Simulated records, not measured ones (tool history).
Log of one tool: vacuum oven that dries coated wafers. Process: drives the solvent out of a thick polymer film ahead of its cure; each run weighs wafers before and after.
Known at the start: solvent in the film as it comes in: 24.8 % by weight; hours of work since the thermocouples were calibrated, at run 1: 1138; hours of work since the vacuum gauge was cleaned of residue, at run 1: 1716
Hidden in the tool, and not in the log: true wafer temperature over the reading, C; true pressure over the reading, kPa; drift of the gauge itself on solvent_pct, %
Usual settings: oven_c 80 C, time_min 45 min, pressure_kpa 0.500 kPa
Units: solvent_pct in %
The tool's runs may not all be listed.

| run | hour | oven_c | time_min | pressure_kpa | hours of work since the thermocouples were calibrated | hours of work since the vacuum gauge was cleaned of residue | solvent_pct |
|---|---|---|---|---|---|---|---|
| 1 | 0.0 | 80 | 45 | 0.500 | 1138 | 1716 | 1.82 |
| 2 | 82.8 | 80 | 45 | 0.500 | 1195 | 1774 | 1.81 |
| 3 | 157.4 | 80 | 45 | 0.500 | 1246 | 1825 | 1.83 |
| 4 | 240.1 | 80 | 45 | 0.500 | 1304 | 1882 | 1.85 |
| 5 | 310.9 | 80 | 45 | 0.500 | 1352 | 1931 | 1.88 |
| 6 | 381.2 | 84 | 45 | 0.500 | 1401 | 1980 | 1.29 |
|  | 403.1 | oven's thermocouples calibrated |
| 7 | 450.2 | 84 | 45 | 0.500 | 33 | 2026 | 1.11 |
| 8 | 511.3 | 80 | 52 | 0.500 | 75 | 2068 | 1.30 |
| 9 | 577.1 | 80 | 52 | 0.500 | 120 | 2114 | 1.30 |
| 10 | 646.2 | 80 | 45 | 0.500 | 168 | 2161 | 1.69 |
| 11 | 707.4 | 80 | 58 | 0.500 | 210 | 2204 | 1.06 |
| 12 | 788.4 | 80 | 58 | 0.500 | 266 | 2260 | 1.10 |
|  | 796.1 | vacuum gauge cleaned of residue and calibrated |
| 13 | 836.6 | 80 | 58 | 0.500 | 298 | 28 | 0.88 |
| 14 | 877.2 | 80 | 30 | 0.500 | 326 | 56 | 3.26 |
| 15 | 965.5 | 80 | 30 | 0.500 | 387 | 117 | 3.25 |
| 16 | 1056.3 | 80 | 49 | 0.500 | 450 | 180 | 1.31 |
| 17 | 1109.7 | 80 | 45 | 0.500 | 487 | 217 | 1.54 |
| 18 | 1192.1 | 80 | 45 | 0.500 | 544 | 274 | 1.59 |
| 19 | 1245.2 | 80 | 45 | 0.500 | 581 | 310 | 1.61 |
| 20 | 1286.0 | 80 | 45 | 0.500 | 609 | 338 | 1.64 |
| 21 | 1336.5 | 80 | 45 | 0.500 | 644 | 373 | 1.64 |
| 22 | 1427.0 | 80 | 45 | 0.500 | 706 | 436 | 1.63 |
| 23 | 1500.1 | 80 | 45 | 0.500 | 757 | 486 | 1.66 |
| 24 | 1542.2 | 80 | 45 | 0.500 | 786 | 515 | 1.70 |
| 25 | 1627.8 | 80 | 41 | 1.788 | 845 | 574 | 3.10 |
| 26 | 1681.4 | 80 | 41 | 1.788 | 882 | 611 | 3.12 |
| 27 | 1736.7 | 90 | 50 | 0.500 | 920 | 650 | 0.52 |
| 28 | 1816.1 | 90 | 50 | 0.500 | 975 | 705 | 0.53 |
| 29 | 1879.2 | 67 | 63 | 0.608 | 1019 | 748 | 3.38 |
| 30 | 1921.9 | 66 | 45 | 1.671 | 1048 | 778 | 6.97 |
| 31 | 2000.4 | 87 | 45 | 0.500 | 1102 | 832 | 0.92 |
| 32 | 2047.0 | 74 | 48 | 1.176 | 1134 | 864 | 3.51 |
| 33 | 2093.7 | 74 | 48 | 1.176 | 1167 | 896 | 3.50 |
| 34 | 2157.3 | 74 | 30 | 1.176 | 1211 | 940 | 6.17 |
| 35 | 2247.5 | 67 | 27 | 0.298 | 1273 | 1002 | 8.71 |
| 36 | 2293.2 | 67 | 45 | 1.079 | 1305 | 1034 | 6.15 |
| 37 | 2381.3 | 78 | 25 | 0.415 | 1365 | 1095 | 5.54 |
| 38 | 2426.8 | 89 | 45 | 0.401 | 1397 | 1126 | 0.70 |
|  | 2451.5 | oven's thermocouples calibrated |
| 39 | 2517.6 | 80 | 23 | 0.591 | 46 | 1188 | 5.00 |
| 40 | 2586.0 | 80 | 73 | 0.500 | 93 | 1235 | 0.77 |
| 41 | 2654.8 | 77 | 42 | 0.500 | 140 | 1282 | 2.41 |
| 42 | 2712.6 | 77 | 42 | 0.500 | 180 | 1322 | 2.42 |
| 43 | 2774.4 | 77 | 42 | 0.500 | 223 | 1365 | 2.38 |
| 44 | 2826.1 | 80 | 67 | 0.284 | 259 | 1401 | 0.64 |
| 45 | 2882.9 | 92 | 28 | 0.345 | 298 | 1440 | 1.20 |
| 46 | 2925.5 | 76 | 45 | 0.500 | 327 | 1469 | 2.42 |

3 ways to go on from here, each from the tool as it stands after run 46. What would each give?
| A | 3009.8 | 93 | 40 | 0.553 | 386 | 1528 | ? |
| B | 3009.8 | 82 | 45 | 1.692 | 386 | 1528 | ? |
| C | 3009.8 | 81 | 69 | 1.387 | 386 | 1528 | ? |

| run | solvent_pct |
|---|---|
| A | 0.63 |
| B | 2.33 |
| C | 1.47 |
Without the tool's hidden state the same runs would have given:
| run | solvent_pct |
|---|---|
| A | 0.46 |
| B | 1.98 |
| C | 1.21 |

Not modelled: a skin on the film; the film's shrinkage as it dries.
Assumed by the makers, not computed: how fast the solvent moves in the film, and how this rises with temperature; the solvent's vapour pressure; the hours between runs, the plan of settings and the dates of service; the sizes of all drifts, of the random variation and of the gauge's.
